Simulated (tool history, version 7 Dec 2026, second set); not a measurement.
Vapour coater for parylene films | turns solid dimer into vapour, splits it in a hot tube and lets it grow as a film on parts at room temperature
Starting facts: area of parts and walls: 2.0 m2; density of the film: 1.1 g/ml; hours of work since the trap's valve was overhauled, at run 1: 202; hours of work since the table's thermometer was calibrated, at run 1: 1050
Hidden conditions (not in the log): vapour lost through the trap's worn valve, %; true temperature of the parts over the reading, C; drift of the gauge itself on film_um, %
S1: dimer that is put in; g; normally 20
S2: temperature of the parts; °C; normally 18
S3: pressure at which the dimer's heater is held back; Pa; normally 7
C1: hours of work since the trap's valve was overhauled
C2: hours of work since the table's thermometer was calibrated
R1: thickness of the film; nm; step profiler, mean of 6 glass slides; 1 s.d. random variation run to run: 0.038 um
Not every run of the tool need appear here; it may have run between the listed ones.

run 1 hour=0 | S1=20 S2=18 S3=7 | C1=202 C2=1050 | R1=3620
run 2 hour=38.7 | S1=20 S2=18 S3=7 | C1=231 C2=1079 | R1=3610
run 3 hour=93.8 | S1=20 S2=18 S3=7 | C1=271 C2=1119 | R1=3470
-- hour=136.5 trap's valve overhauled
run 4 hour=153.5 | S1=20 S2=24 S3=7 | C1=12 C2=1160 | R1=2690
run 5 hour=180.8 | S1=20 S2=24 S3=7 | C1=32 C2=1180 | R1=2640
run 6 hour=208.7 | S1=20 S2=24 S3=4.56 | C1=53 C2=1200 | R1=2890
run 7 hour=263.4 | S1=20 S2=18 S3=4.72 | C1=93 C2=1240 | R1=3350
-- hour=292.4 trap's valve overhauled, once more
run 8 hour=324.8 | S1=20 S2=14 S3=4.72 | C1=24 C2=1282 | R1=4870
run 9 hour=376 | S1=20 S2=14 S3=4.72 | C1=61 C2=1319 | R1=4830
run 10 hour=405.4 | S1=20 S2=14 S3=4.72 | C1=83 C2=1341 | R1=4740
run 11 hour=447.6 | S1=20 S2=18 S3=7 | C1=113 C2=1372 | R1=3830
run 12 hour=473.3 | S1=20 S2=18 S3=7 | C1=132 C2=1390 | R1=3880
run 13 hour=505 | S1=20 S2=18 S3=7 | C1=155 C2=1414 | R1=3750
run 14 hour=542 | S1=20 S2=18 S3=7 | C1=182 C2=1441 | R1=3790
run 15 hour=582.3 | S1=20 S2=13 S3=7 | C1=212 C2=1470 | R1=4280
run 16 hour=623.6 | S1=21 S2=13 S3=7.26 | C1=242 C2=1500 | R1=4310
run 17 hour=663.9 | S1=21 S2=13 S3=7.26 | C1=272 C2=1530 | R1=4280
run 18 hour=689.3 | S1=11 S2=13 S3=2.84 | C1=290 C2=1548 | R1=2760
-- hour=708.4 trap's valve overhauled
run 19 hour=727.6 | S1=8 S2=23 S3=2.84 | C1=14 C2=1573 | R1=1700
run 20 hour=782.8 | S1=14 S2=14 S3=9.59 | C1=54 C2=1614 | R1=3000
run 21 hour=825.1 | S1=14 S2=29 S3=10.32 | C1=85 C2=1645 | R1=1820
run 22 hour=879.5 | S1=14 S2=29 S3=10.32 | C1=125 C2=1684 | R1=1810
run 23 hour=912.8 | S1=8 S2=13 S3=2.44 | C1=149 C2=1709 | R1=2200
run 24 hour=943.8 | S1=32 S2=27 S3=2.44 | C1=172 C2=1731 | R1=5840
run 25 hour=971 | S1=32 S2=27 S3=2.63 | C1=192 C2=1751 | R1=5680

Consider 5 possible next runs. They are alternatives, not a sequence: every one starts from the tool as it was left by run 25. What does each give?
run A hour=1028.4 | S1=9 S2=16 S3=9.38 | C1=234 C2=1793 | R1=?
run B hour=1028.4 | S1=17 S2=24 S3=2.63 | C1=234 C2=1793 | R1=?
run C hour=1028.4 | S1=15 S2=29 S3=5.76 | C1=234 C2=1793 | R1=?
run D hour=1028.4 | S1=27 S2=14 S3=9.48 | C1=234 C2=1793 | R1=?
run E hour=1028.4 | S1=10 S2=27 S3=2.63 | C1=234 C2=1793 | R1=?

run=A R1=1680
run=B R1=3190
run=C R1=2110
run=D R1=5090
run=E R1=1710
What these runs would have given with no unlogged condition in the tool:
run=A R1=1840
run=B R1=3510
run=C R1=2320
run=D R1=5600
run=E R1=1890
